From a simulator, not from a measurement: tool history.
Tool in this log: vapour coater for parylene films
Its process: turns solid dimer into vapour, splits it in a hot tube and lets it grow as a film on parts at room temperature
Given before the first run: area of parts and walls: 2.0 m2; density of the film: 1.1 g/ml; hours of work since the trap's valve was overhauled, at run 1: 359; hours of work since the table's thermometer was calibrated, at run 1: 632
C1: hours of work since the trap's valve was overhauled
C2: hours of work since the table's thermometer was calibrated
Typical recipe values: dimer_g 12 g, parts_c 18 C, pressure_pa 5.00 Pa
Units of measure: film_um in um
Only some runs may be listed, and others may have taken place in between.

{"run": 1, "hour": 0.0, "dimer_g": 12, "parts_c": 18, "pressure_pa": 5.0, "C1": 359, "C2": 632, "film_um": 2.43}
{"hour": 18.6, "done": "trap's valve overhauled"}
{"run": 2, "hour": 43.2, "dimer_g": 12, "parts_c": 18, "pressure_pa": 5.0, "C1": 18, "C2": 661, "film_um": 2.19}
{"run": 3, "hour": 109.4, "dimer_g": 12, "parts_c": 18, "pressure_pa": 5.0, "C1": 68, "C2": 710, "film_um": 2.14}
{"run": 4, "hour": 162.3, "dimer_g": 12, "parts_c": 18, "pressure_pa": 5.0, "C1": 107, "C2": 749, "film_um": 2.12}
{"run": 5, "hour": 209.7, "dimer_g": 15, "parts_c": 18, "pressure_pa": 5.0, "C1": 142, "C2": 785, "film_um": 2.62}
{"run": 6, "hour": 269.6, "dimer_g": 15, "parts_c": 18, "pressure_pa": 5.0, "C1": 187, "C2": 829, "film_um": 2.56}
{"run": 7, "hour": 301.9, "dimer_g": 15, "parts_c": 18, "pressure_pa": 5.0, "C1": 211, "C2": 853, "film_um": 2.49}
{"run": 8, "hour": 347.2, "dimer_g": 12, "parts_c": 18, "pressure_pa": 10.76, "C1": 244, "C2": 887, "film_um": 1.74}
{"run": 9, "hour": 380.0, "dimer_g": 12, "parts_c": 18, "pressure_pa": 10.76, "C1": 269, "C2": 911, "film_um": 1.72}
{"hour": 406.7, "done": "trap's valve overhauled, once more"}
{"run": 10, "hour": 415.2, "dimer_g": 12, "parts_c": 18, "pressure_pa": 10.76, "C1": 6, "C2": 934, "film_um": 2.45}
{"run": 11, "hour": 468.3, "dimer_g": 7, "parts_c": 18, "pressure_pa": 5.0, "C1": 46, "C2": 974, "film_um": 1.6}
{"run": 12, "hour": 496.5, "dimer_g": 7, "parts_c": 18, "pressure_pa": 3.72, "C1": 67, "C2": 995, "film_um": 1.7}
{"run": 13, "hour": 559.2, "dimer_g": 12, "parts_c": 18, "pressure_pa": 5.0, "C1": 113, "C2": 1042, "film_um": 2.69}
{"run": 14, "hour": 618.8, "dimer_g": 12, "parts_c": 18, "pressure_pa": 5.0, "C1": 158, "C2": 1086, "film_um": 2.69}
{"run": 15, "hour": 646.9, "dimer_g": 12, "parts_c": 18, "pressure_pa": 5.0, "C1": 179, "C2": 1107, "film_um": 2.66}
{"run": 16, "hour": 688.5, "dimer_g": 12, "parts_c": 18, "pressure_pa": 3.5, "C1": 210, "C2": 1138, "film_um": 2.79}
{"run": 17, "hour": 746.0, "dimer_g": 12, "parts_c": 18, "pressure_pa": 5.0, "C1": 252, "C2": 1180, "film_um": 2.57}
{"run": 18, "hour": 785.5, "dimer_g": 12, "parts_c": 18, "pressure_pa": 5.0, "C1": 282, "C2": 1210, "film_um": 2.56}
{"run": 19, "hour": 848.0, "dimer_g": 19, "parts_c": 17, "pressure_pa": 2.97, "C1": 328, "C2": 1256, "film_um": 4.45}
{"run": 20, "hour": 899.7, "dimer_g": 9, "parts_c": 14, "pressure_pa": 10.51, "C1": 367, "C2": 1295, "film_um": 1.84}
{"hour": 907.3, "done": "trap's valve overhauled"}
{"run": 21, "hour": 930.9, "dimer_g": 16, "parts_c": 12, "pressure_pa": 5.0, "C1": 18, "C2": 1315, "film_um": 4.44}
{"run": 22, "hour": 993.4, "dimer_g": 16, "parts_c": 12, "pressure_pa": 5.0, "C1": 64, "C2": 1361, "film_um": 4.39}
{"run": 23, "hour": 1046.6, "dimer_g": 16, "parts_c": 12, "pressure_pa": 5.0, "C1": 104, "C2": 1401, "film_um": 4.33}
{"run": 24, "hour": 1093.6, "dimer_g": 19, "parts_c": 12, "pressure_pa": 5.0, "C1": 138, "C2": 1436, "film_um": 5.09}
{"run": 25, "hour": 1147.2, "dimer_g": 13, "parts_c": 12, "pressure_pa": 5.0, "C1": 178, "C2": 1476, "film_um": 3.43}
{"run": 26, "hour": 1194.4, "dimer_g": 7, "parts_c": 11, "pressure_pa": 3.28, "C1": 213, "C2": 1511, "film_um": 2.01}
{"run": 27, "hour": 1247.3, "dimer_g": 7, "parts_c": 11, "pressure_pa": 3.28, "C1": 253, "C2": 1550, "film_um": 1.99}
{"run": 28, "hour": 1295.0, "dimer_g": 7, "parts_c": 11, "pressure_pa": 3.28, "C1": 288, "C2": 1586, "film_um": 1.96}
{"run": 29, "hour": 1330.6, "dimer_g": 7, "parts_c": 11, "pressure_pa": 3.28, "C1": 315, "C2": 1612, "film_um": 1.94}
{"run": 30, "hour": 1368.4, "dimer_g": 12, "parts_c": 10, "pressure_pa": 6.53, "C1": 343, "C2": 1640, "film_um": 3.04}
{"hour": 1409.4, "done": "trap's valve overhauled"}
{"run": 31, "hour": 1418.4, "dimer_g": 17, "parts_c": 27, "pressure_pa": 2.01, "C1": 7, "C2": 1675, "film_um": 3.57}
{"hour": 1428.6, "done": "table's thermometer calibrated"}
{"run": 32, "hour": 1481.7, "dimer_g": 17, "parts_c": 28, "pressure_pa": 2.28, "C1": 53, "C2": 39, "film_um": 3.22}
{"run": 33, "hour": 1543.2, "dimer_g": 6, "parts_c": 28, "pressure_pa": 2.28, "C1": 99, "C2": 85, "film_um": 1.13}
{"run": 34, "hour": 1589.8, "dimer_g": 6, "parts_c": 12, "pressure_pa": 5.0, "C1": 133, "C2": 120, "film_um": 1.56}

Take each entry between the runs: how does the hidden state at the last listed run before it differ from the hidden state at the first listed run after it?
Run 1 -> run 2: trap's valve overhauled (hour 18.6)
  vapour lost through the trap's worn valve, %: 12.2 -> 21.1; true temperature of the parts over the reading, C: -0.38 -> -0.4
  measured less the result without the state, film_um: -0.30 -> -0.55 um
Run 9 -> run 10: trap's valve overhauled, once more (hour 406.7)
  vapour lost through the trap's worn valve, %: 29.6 -> 0.2; true temperature of the parts over the reading, C: -0.58 -> -0.6
  measured less the result without the state, film_um: -0.68 -> +0.04 um
Run 20 -> run 21: trap's valve overhauled (hour 907.3)
  vapour lost through the trap's worn valve, %: 12.4 -> 1.3; true temperature of the parts over the reading, C: -0.85 -> -0.86
  measured less the result without the state, film_um: -0.21 -> +0.05 um
Run 30 -> run 31: trap's valve overhauled (hour 1409.4)
  vapour lost through the trap's worn valve, %: 12.3 -> 0.3; true temperature of the parts over the reading, C: -1.09 -> -1.11
  measured less the result without the state, film_um: -0.31 -> +0.10 um
Run 31 -> run 32: table's thermometer calibrated (hour 1428.6)
  vapour lost through the trap's worn valve, %: 0.3 -> 1.9; true temperature of the parts over the reading, C: -1.11 -> -0.04
  measured less the result without the state, film_um: +0.10 -> -0.06 um
